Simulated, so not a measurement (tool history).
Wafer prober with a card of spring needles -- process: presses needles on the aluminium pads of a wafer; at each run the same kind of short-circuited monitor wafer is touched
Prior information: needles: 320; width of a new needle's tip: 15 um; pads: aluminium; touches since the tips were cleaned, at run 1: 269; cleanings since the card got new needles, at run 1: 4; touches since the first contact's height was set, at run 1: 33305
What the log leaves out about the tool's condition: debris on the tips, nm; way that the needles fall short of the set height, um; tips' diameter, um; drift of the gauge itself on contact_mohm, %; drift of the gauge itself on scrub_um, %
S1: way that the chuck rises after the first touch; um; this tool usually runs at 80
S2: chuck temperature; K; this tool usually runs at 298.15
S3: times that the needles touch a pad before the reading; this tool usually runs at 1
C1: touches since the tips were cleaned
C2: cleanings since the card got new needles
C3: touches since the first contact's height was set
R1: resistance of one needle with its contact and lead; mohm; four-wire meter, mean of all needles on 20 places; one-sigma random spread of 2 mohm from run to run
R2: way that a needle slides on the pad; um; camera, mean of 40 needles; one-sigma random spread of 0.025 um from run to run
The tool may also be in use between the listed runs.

run,hour,S1,S2,S3,C1,C2,C3,R1,R2
1,0,80,298.15,1,269,4,33305,221,16.94
2,19.5,80,298.15,1,3124,4,36160,277,16.98
3,30.6,80,377.15,1,4756,4,37792,301,16.99
4,49.6,80,377.15,1,7533,4,40569,310,17.01
# hour 51: tips cleaned on abrasive film
5,60.9,80,377.15,1,1458,5,42217,266,16.94
6,75.7,95,377.15,1,3622,5,44381,275,20.11
7,85.7,74,298.15,1,5086,5,45845,304,15.65
8,101.7,79,328.15,3,7441,5,48200,254,16.7
# hour 103.7: tips cleaned on abrasive film
9,120.2,80,370.15,1,2416,6,50889,278,16.88
10,134.5,80,342.15,2,4517,6,52990,264,16.87
11,152.8,80,342.15,2,7199,6,55672,275,16.9
# hour 157.4: tips cleaned on abrasive film
12,170.7,80,389.15,2,1947,7,58287,260,16.88
13,186.5,69,302.15,2,4257,7,60597,277,14.57
14,206.5,69,302.15,2,7190,7,63530,286,14.55

What if the next run were any one of these 3? Each begins from the tool's condition after run 14:
# hour 210.3: tips cleaned on abrasive film
A,215.9,62,374.15,1,824,8,64894,?,?
# hour 210.3: tips cleaned on abrasive film
B,215.9,62,302.15,2,824,8,64894,?,?
# hour 210.3: tips cleaned on abrasive film
C,215.9,80,298.15,2,824,8,64894,?,?

run,R1,R2
A,267,13.07
B,240,13.06
C,228,16.83
Stripped of hidden state, with their random variation kept, the same runs would have yielded:
run,R1,R2
A,233,13.26
B,217,13.25
C,213,17.02
